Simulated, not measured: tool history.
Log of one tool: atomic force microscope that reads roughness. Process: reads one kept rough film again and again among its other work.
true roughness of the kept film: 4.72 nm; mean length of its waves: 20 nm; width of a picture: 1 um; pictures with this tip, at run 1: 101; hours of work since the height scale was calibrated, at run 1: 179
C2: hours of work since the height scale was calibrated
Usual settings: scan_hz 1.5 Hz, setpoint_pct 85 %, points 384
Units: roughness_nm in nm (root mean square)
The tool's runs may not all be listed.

{"run": 1, "hour": 0.0, "scan_hz": 1.5, "setpoint_pct": 85, "points": 384, "pictures with this tip": 101, "C2": 179, "roughness_nm": 2.297}
{"run": 2, "hour": 44.4, "scan_hz": 1.5, "setpoint_pct": 61, "points": 384, "pictures with this tip": 140, "C2": 203, "roughness_nm": 2.378}
{"run": 3, "hour": 95.8, "scan_hz": 1.5, "setpoint_pct": 61, "points": 384, "pictures with this tip": 186, "C2": 231, "roughness_nm": 2.108}
{"hour": 111.7, "done": "new tip fitted"}
{"run": 4, "hour": 133.6, "scan_hz": 1.5, "setpoint_pct": 73, "points": 384, "pictures with this tip": 20, "C2": 251, "roughness_nm": 3.146}
{"run": 5, "hour": 185.3, "scan_hz": 0.73, "setpoint_pct": 85, "points": 384, "pictures with this tip": 66, "C2": 278, "roughness_nm": 2.739}
{"run": 6, "hour": 210.7, "scan_hz": 1.5, "setpoint_pct": 85, "points": 384, "pictures with this tip": 88, "C2": 292, "roughness_nm": 2.361}
{"run": 7, "hour": 244.5, "scan_hz": 1.5, "setpoint_pct": 85, "points": 384, "pictures with this tip": 119, "C2": 310, "roughness_nm": 2.188}
{"run": 8, "hour": 279.2, "scan_hz": 1.5, "setpoint_pct": 82, "points": 384, "pictures with this tip": 149, "C2": 329, "roughness_nm": 2.094}
{"run": 9, "hour": 321.8, "scan_hz": 1.5, "setpoint_pct": 85, "points": 944, "pictures with this tip": 188, "C2": 352, "roughness_nm": 1.88}
{"hour": 334.8, "done": "new tip fitted"}
{"run": 10, "hour": 351.6, "scan_hz": 1.5, "setpoint_pct": 85, "points": 917, "pictures with this tip": 15, "C2": 367, "roughness_nm": 3.021}
{"run": 11, "hour": 396.2, "scan_hz": 1.5, "setpoint_pct": 85, "points": 917, "pictures with this tip": 54, "C2": 391, "roughness_nm": 2.626}
{"run": 12, "hour": 448.4, "scan_hz": 1.5, "setpoint_pct": 85, "points": 917, "pictures with this tip": 101, "C2": 419, "roughness_nm": 2.321}
{"run": 13, "hour": 480.7, "scan_hz": 1.5, "setpoint_pct": 85, "points": 917, "pictures with this tip": 130, "C2": 437, "roughness_nm": 2.157}
{"run": 14, "hour": 507.5, "scan_hz": 1.5, "setpoint_pct": 82, "points": 917, "pictures with this tip": 154, "C2": 451, "roughness_nm": 2.077}
{"run": 15, "hour": 530.1, "scan_hz": 1.5, "setpoint_pct": 56, "points": 384, "pictures with this tip": 174, "C2": 463, "roughness_nm": 2.236}
{"hour": 560.4, "done": "new tip fitted"}
{"run": 16, "hour": 566.1, "scan_hz": 1.5, "setpoint_pct": 56, "points": 384, "pictures with this tip": 5, "C2": 482, "roughness_nm": 3.519}
{"run": 17, "hour": 617.6, "scan_hz": 1.5, "setpoint_pct": 85, "points": 384, "pictures with this tip": 51, "C2": 510, "roughness_nm": 2.652}
{"run": 18, "hour": 644.6, "scan_hz": 1.5, "setpoint_pct": 85, "points": 384, "pictures with this tip": 75, "C2": 524, "roughness_nm": 2.465}
{"run": 19, "hour": 666.2, "scan_hz": 1.5, "setpoint_pct": 85, "points": 384, "pictures with this tip": 94, "C2": 536, "roughness_nm": 2.326}
{"run": 20, "hour": 713.9, "scan_hz": 1.5, "setpoint_pct": 85, "points": 384, "pictures with this tip": 137, "C2": 562, "roughness_nm": 2.112}
{"run": 21, "hour": 764.6, "scan_hz": 1.5, "setpoint_pct": 85, "points": 384, "pictures with this tip": 182, "C2": 589, "roughness_nm": 1.88}
{"hour": 787.0, "done": "new tip fitted"}
{"run": 22, "hour": 807.2, "scan_hz": 1.5, "setpoint_pct": 85, "points": 384, "pictures with this tip": 18, "C2": 611, "roughness_nm": 2.931}
{"run": 23, "hour": 851.3, "scan_hz": 1.5, "setpoint_pct": 85, "points": 384, "pictures with this tip": 57, "C2": 635, "roughness_nm": 2.607}
{"run": 24, "hour": 897.0, "scan_hz": 1.5, "setpoint_pct": 85, "points": 384, "pictures with this tip": 98, "C2": 660, "roughness_nm": 2.301}
{"run": 25, "hour": 934.8, "scan_hz": 1.5, "setpoint_pct": 85, "points": 384, "pictures with this tip": 131, "C2": 680, "roughness_nm": 2.107}
{"run": 26, "hour": 988.0, "scan_hz": 0.6, "setpoint_pct": 65, "points": 363, "pictures with this tip": 179, "C2": 709, "roughness_nm": 2.165}
{"hour": 1009.5, "done": "new tip fitted"}
{"run": 27, "hour": 1037.2, "scan_hz": 1.5, "setpoint_pct": 74, "points": 497, "pictures with this tip": 24, "C2": 735, "roughness_nm": 3.125}
{"run": 28, "hour": 1078.1, "scan_hz": 3.49, "setpoint_pct": 60, "points": 516, "pictures with this tip": 61, "C2": 757, "roughness_nm": 2.779}
{"run": 29, "hour": 1108.0, "scan_hz": 1.5, "setpoint_pct": 58, "points": 428, "pictures with this tip": 88, "C2": 773, "roughness_nm": 2.751}
{"run": 30, "hour": 1141.2, "scan_hz": 0.81, "setpoint_pct": 66, "points": 622, "pictures with this tip": 117, "C2": 790, "roughness_nm": 2.561}
{"hour": 1144.7, "done": "height scale calibrated on a step standard"}
{"run": 31, "hour": 1181.3, "scan_hz": 1.5, "setpoint_pct": 85, "points": 706, "pictures with this tip": 152, "C2": 20, "roughness_nm": 2.048}
{"run": 32, "hour": 1209.0, "scan_hz": 0.55, "setpoint_pct": 85, "points": 618, "pictures with this tip": 177, "C2": 35, "roughness_nm": 2.142}
{"hour": 1235.4, "done": "new tip fitted"}
{"run": 33, "hour": 1246.2, "scan_hz": 2.24, "setpoint_pct": 85, "points": 653, "pictures with this tip": 10, "C2": 54, "roughness_nm": 2.835}
{"run": 34, "hour": 1272.2, "scan_hz": 1.5, "setpoint_pct": 78, "points": 400, "pictures with this tip": 33, "C2": 68, "roughness_nm": 2.95}
{"run": 35, "hour": 1306.3, "scan_hz": 1.5, "setpoint_pct": 78, "points": 400, "pictures with this tip": 63, "C2": 86, "roughness_nm": 2.66}
{"hour": 1310.0, "done": "height scale calibrated on a step standard, once more"}
{"run": 36, "hour": 1336.5, "scan_hz": 3.39, "setpoint_pct": 85, "points": 384, "pictures with this tip": 89, "C2": 14, "roughness_nm": 1.892}
{"run": 37, "hour": 1374.2, "scan_hz": 1.5, "setpoint_pct": 88, "points": 616, "pictures with this tip": 123, "C2": 34, "roughness_nm": 2.062}
{"run": 38, "hour": 1421.9, "scan_hz": 1.5, "setpoint_pct": 85, "points": 612, "pictures with this tip": 166, "C2": 60, "roughness_nm": 1.893}
{"run": 39, "hour": 1452.8, "scan_hz": 1.5, "setpoint_pct": 85, "points": 612, "pictures with this tip": 193, "C2": 77, "roughness_nm": 1.781}
{"hour": 1461.1, "done": "new tip fitted"}
{"run": 40, "hour": 1480.8, "scan_hz": 1.07, "setpoint_pct": 72, "points": 890, "pictures with this tip": 18, "C2": 91, "roughness_nm": 3.35}
{"run": 41, "hour": 1518.9, "scan_hz": 1.07, "setpoint_pct": 72, "points": 890, "pictures with this tip": 52, "C2": 112, "roughness_nm": 3}
{"run": 42, "hour": 1553.1, "scan_hz": 0.54, "setpoint_pct": 70, "points": 384, "pictures with this tip": 82, "C2": 130, "roughness_nm": 2.816}
{"run": 43, "hour": 1574.7, "scan_hz": 0.91, "setpoint_pct": 68, "points": 561, "pictures with this tip": 101, "C2": 142, "roughness_nm": 2.673}
{"run": 44, "hour": 1619.1, "scan_hz": 0.91, "setpoint_pct": 68, "points": 561, "pictures with this tip": 141, "C2": 166, "roughness_nm": 2.38}
{"run": 45, "hour": 1646.9, "scan_hz": 0.91, "setpoint_pct": 68, "points": 561, "pictures with this tip": 166, "C2": 181, "roughness_nm": 2.244}
{"run": 46, "hour": 1670.6, "scan_hz": 0.91, "setpoint_pct": 68, "points": 561, "pictures with this tip": 187, "C2": 193, "roughness_nm": 2.116}
{"hour": 1683.3, "done": "new tip fitted"}
{"run": 47, "hour": 1715.6, "scan_hz": 1.5, "setpoint_pct": 76, "points": 407, "pictures with this tip": 29, "C2": 217, "roughness_nm": 2.987}

Measured less the same run without the tool's hidden state. The same run-to-run variation is in both; the gauge's scatter may not be:
The hidden state here: radius of the tip, nm; height scale over the true one, %; drift of the gauge itself on roughness_nm, %.
run=1 roughness_nm=-0.854
run=2 roughness_nm=-1.218
run=3 roughness_nm=-1.464
run=4 roughness_nm=-0.263
run=5 roughness_nm=-0.715
run=6 roughness_nm=-0.788
run=7 roughness_nm=-0.972
run=8 roughness_nm=-1.14
run=9 roughness_nm=-1.315
run=10 roughness_nm=-0.183
run=11 roughness_nm=-0.547
run=12 roughness_nm=-0.861
run=13 roughness_nm=-1.048
run=14 roughness_nm=-1.171
run=15 roughness_nm=-1.407
run=16 roughness_nm=-0.102
run=17 roughness_nm=-0.512
run=18 roughness_nm=-0.684
run=19 roughness_nm=-0.823
run=20 roughness_nm=-1.066
run=21 roughness_nm=-1.258
run=22 roughness_nm=-0.229
run=23 roughness_nm=-0.583
run=24 roughness_nm=-0.868
run=25 roughness_nm=-1.049
run=26 roughness_nm=-1.489
run=27 roughness_nm=-0.272
run=28 roughness_nm=-0.645
run=29 roughness_nm=-0.887
run=30 roughness_nm=-1.119
run=31 roughness_nm=-1.157
run=32 roughness_nm=-1.412
run=33 roughness_nm=-0.115
run=34 roughness_nm=-0.365
run=35 roughness_nm=-0.651
run=36 roughness_nm=-0.711
run=37 roughness_nm=-1.05
run=38 roughness_nm=-1.284
run=39 roughness_nm=-1.387
run=40 roughness_nm=-0.218
run=41 roughness_nm=-0.546
run=42 roughness_nm=-0.822
run=43 roughness_nm=-0.959
run=44 roughness_nm=-1.247
run=45 roughness_nm=-1.39
run=46 roughness_nm=-1.489
run=47 roughness_nm=-0.338
